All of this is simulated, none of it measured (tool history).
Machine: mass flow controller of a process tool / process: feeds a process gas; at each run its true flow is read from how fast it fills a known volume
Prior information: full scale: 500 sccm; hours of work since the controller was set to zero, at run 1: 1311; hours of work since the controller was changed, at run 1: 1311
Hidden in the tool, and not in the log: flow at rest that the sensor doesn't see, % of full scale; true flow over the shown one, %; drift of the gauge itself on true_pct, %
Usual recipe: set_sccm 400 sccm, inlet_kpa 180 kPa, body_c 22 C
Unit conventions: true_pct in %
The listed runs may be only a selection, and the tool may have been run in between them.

| run | hour | set_sccm | inlet_kpa | body_c | hours of work since the controller was set to zero | hours of work since the controller was changed | true_pct |
|---|---|---|---|---|---|---|---|
| 1 | 0.0 | 400 | 180 | 22 | 1311 | 1311 | 99.31 |
| 2 | 60.6 | 400 | 180 | 22 | 1343 | 1343 | 99.37 |
| 3 | 105.0 | 400 | 180 | 22 | 1366 | 1366 | 99.49 |
| 4 | 147.9 | 400 | 180 | 22 | 1388 | 1388 | 99.42 |
| 5 | 181.8 | 400 | 180 | 22 | 1405 | 1405 | 99.34 |
| 6 | 244.8 | 400 | 180 | 22 | 1438 | 1438 | 99.36 |
| 7 | 288.0 | 197 | 180 | 22 | 1460 | 1460 | 97.56 |
| 8 | 329.3 | 400 | 150 | 22 | 1481 | 1481 | 99.44 |
| 9 | 360.9 | 400 | 150 | 22 | 1498 | 1498 | 99.53 |
| 10 | 415.6 | 400 | 150 | 22 | 1526 | 1526 | 99.46 |
| 11 | 452.9 | 400 | 150 | 22 | 1545 | 1545 | 99.46 |
| 12 | 515.3 | 400 | 150 | 22 | 1577 | 1577 | 99.64 |
|  | 521.2 | controller's zero set anew |
| 13 | 579.4 | 400 | 222 | 22 | 30 | 1610 | 98.98 |
| 14 | 654.0 | 400 | 222 | 22 | 69 | 1649 | 99.00 |
| 15 | 726.5 | 400 | 222 | 22 | 106 | 1686 | 98.98 |
| 16 | 792.4 | 400 | 222 | 22 | 140 | 1720 | 98.97 |
|  | 845.4 | controller's zero set anew, once more |
| 17 | 847.4 | 400 | 222 | 22 | 1 | 1748 | 99.84 |
| 18 | 922.0 | 400 | 222 | 22 | 40 | 1787 | 99.88 |
| 19 | 953.6 | 400 | 222 | 22 | 56 | 1803 | 99.83 |
| 20 | 987.5 | 400 | 222 | 22 | 73 | 1821 | 99.84 |
| 21 | 1056.9 | 400 | 222 | 22 | 109 | 1856 | 99.81 |
| 22 | 1099.9 | 400 | 222 | 22 | 131 | 1879 | 99.80 |
| 23 | 1159.6 | 415 | 241 | 35 | 162 | 1909 | 99.23 |
| 24 | 1211.2 | 62 | 241 | 28 | 189 | 1936 | 96.77 |
| 25 | 1252.7 | 102 | 173 | 34 | 210 | 1957 | 97.16 |
| 26 | 1297.1 | 90 | 159 | 30 | 233 | 1980 | 97.32 |
| 27 | 1373.5 | 497 | 216 | 30 | 272 | 2020 | 100.17 |
| 28 | 1427.8 | 400 | 155 | 22 | 301 | 2048 | 100.13 |
| 29 | 1471.3 | 400 | 155 | 22 | 323 | 2070 | 100.09 |
| 30 | 1504.0 | 261 | 181 | 34 | 340 | 2087 | 98.27 |
| 31 | 1571.8 | 337 | 266 | 34 | 375 | 2122 | 98.58 |
| 32 | 1630.6 | 337 | 266 | 34 | 405 | 2152 | 98.63 |
| 33 | 1700.9 | 400 | 164 | 22 | 441 | 2189 | 100.09 |
| 34 | 1776.0 | 400 | 164 | 22 | 480 | 2227 | 100.00 |
| 35 | 1815.4 | 400 | 164 | 22 | 501 | 2248 | 100.10 |
| 36 | 1886.9 | 322 | 228 | 33 | 537 | 2285 | 98.75 |
| 37 | 1923.9 | 333 | 224 | 35 | 557 | 2304 | 98.74 |
| 38 | 2001.0 | 333 | 198 | 23 | 596 | 2344 | 99.27 |
| 39 | 2057.7 | 57 | 235 | 34 | 626 | 2373 | 95.82 |
| 40 | 2119.2 | 61 | 140 | 31 | 657 | 2405 | 96.12 |
| 41 | 2185.7 | 213 | 151 | 31 | 692 | 2439 | 98.17 |
| 42 | 2218.8 | 213 | 151 | 31 | 709 | 2456 | 98.16 |
| 43 | 2293.4 | 292 | 217 | 31 | 747 | 2494 | 98.54 |

4 options for the next run, each taken on its own from the tool as it stands now. Forecast them:
| A | 2360.9 | 51 | 214 | 33 | 782 | 2529 | ? |
| B | 2360.9 | 400 | 190 | 22 | 782 | 2529 | ? |
| C | 2360.9 | 400 | 180 | 24 | 782 | 2529 | ? |
| D | 2360.9 | 222 | 216 | 25 | 782 | 2529 | ? |

| run | true_pct |
|---|---|
| A | 95.32 |
| B | 99.84 |
| C | 99.97 |
| D | 98.31 |
With no hidden state in the tool, these same runs would have given:
| run | true_pct |
|---|---|
| A | 96.57 |
| B | 99.40 |
| C | 99.53 |
| D | 98.07 |

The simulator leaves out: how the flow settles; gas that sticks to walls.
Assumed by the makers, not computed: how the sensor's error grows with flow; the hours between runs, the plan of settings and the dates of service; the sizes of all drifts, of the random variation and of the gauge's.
